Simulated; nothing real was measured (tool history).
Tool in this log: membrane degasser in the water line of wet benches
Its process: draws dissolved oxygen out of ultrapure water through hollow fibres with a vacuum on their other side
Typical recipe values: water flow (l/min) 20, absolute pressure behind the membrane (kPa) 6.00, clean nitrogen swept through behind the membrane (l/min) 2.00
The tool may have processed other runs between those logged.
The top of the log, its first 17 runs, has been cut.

run    hour  water flow (l/min)  absolute pressure behind the membrane (kPa)  clean nitrogen swept through behind the membrane (l/min)  dissolved oxygen in the water behind the degasser (ppb)  pressure that the water loses in the fibres (kPa)
 18  2402.6                  31                                         4.76                                                      1.85                                                    755.4                                              62.62
 19  2522.4                  31                                         4.76                                                      1.85                                                    758.4                                              62.31
     2621.5  -- vacuum gauge calibrated
 20  2740.1                  14                                         6.00                                                      0.92                                                    262.0                                              28.22
 21  2844.8                  13                                         8.91                                                      2.00                                                    226.0                                              26.05
 22  3053.4                  32                                         8.91                                                      1.80                                                    921.1                                              64.95
 23  3190.5                  12                                         7.61                                                      0.96                                                    244.3                                              24.16
 24  3356.3                  12                                         7.61                                                      0.96                                                    239.3                                              24.30
 25  3548.6                  20                                        11.07                                                      1.83                                                    528.9                                              40.42
 26  3695.6                  20                                        11.07                                                      1.83                                                    538.5                                              40.37
 27  3805.3                  18                                        13.92                                                      1.08                                                    636.3                                              36.52
 28  4019.9                  14                                         3.76                                                      2.08                                                    175.1                                              28.42
 29  4109.6                  32                                        11.63                                                      1.25                                                   1119.1                                              64.75
 30  4251.5                  21                                         8.88                                                      2.27                                                    498.6                                              42.39
 31  4414.2                  13                                         4.58                                                      2.05                                                    160.8                                              26.32

Run 32, settings as shown, results not yet in. Your forecast:
 32  4537.7                  32                                         4.63                                                      1.93                                                        ?                                                  ?

Run 32 yielded dissolved oxygen in the water behind the degasser (ppb) 794.0, pressure that the water loses in the fibres (kPa) 64.73.
Had the tool carried no hidden state, the very same run would have given dissolved oxygen in the water behind the degasser (ppb) 721.5, pressure that the water loses in the fibres (kPa) 62.25.

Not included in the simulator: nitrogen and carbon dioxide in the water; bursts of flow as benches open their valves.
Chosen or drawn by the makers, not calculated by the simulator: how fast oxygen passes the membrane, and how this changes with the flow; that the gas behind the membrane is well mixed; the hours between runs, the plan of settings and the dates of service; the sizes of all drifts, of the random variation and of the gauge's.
